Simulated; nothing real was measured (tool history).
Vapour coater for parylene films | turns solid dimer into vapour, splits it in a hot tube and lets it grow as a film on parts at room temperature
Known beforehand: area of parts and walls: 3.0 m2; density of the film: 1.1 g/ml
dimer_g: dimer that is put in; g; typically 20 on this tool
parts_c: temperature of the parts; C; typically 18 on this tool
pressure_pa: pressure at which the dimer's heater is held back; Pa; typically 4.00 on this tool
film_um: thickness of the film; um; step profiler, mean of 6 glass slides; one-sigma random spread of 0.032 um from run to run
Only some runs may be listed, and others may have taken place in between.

run	hour	dimer_g	parts_c	pressure_pa	film_um
1	0.0	20	18	4.00	2.76
2	57.6	20	18	4.00	2.70
3	93.6	20	18	4.00	2.71
4	150.5	20	18	4.00	2.72
# hour 166.4: trap's valve overhauled
5	216.7	20	18	4.00	3.00
6	281.9	20	11	4.00	3.89
7	327.9	20	18	2.12	3.33
8	380.6	20	18	2.12	3.28

Estimate the outcome of run 9 from the log above:
# hour 385.6: table's thermometer calibrated
9	428.2	11	21	6.36	?

Run 9 produced film_um 1.26 um.
The same run, on a tool lacking any hidden state, would have yielded film_um 1.34 um.
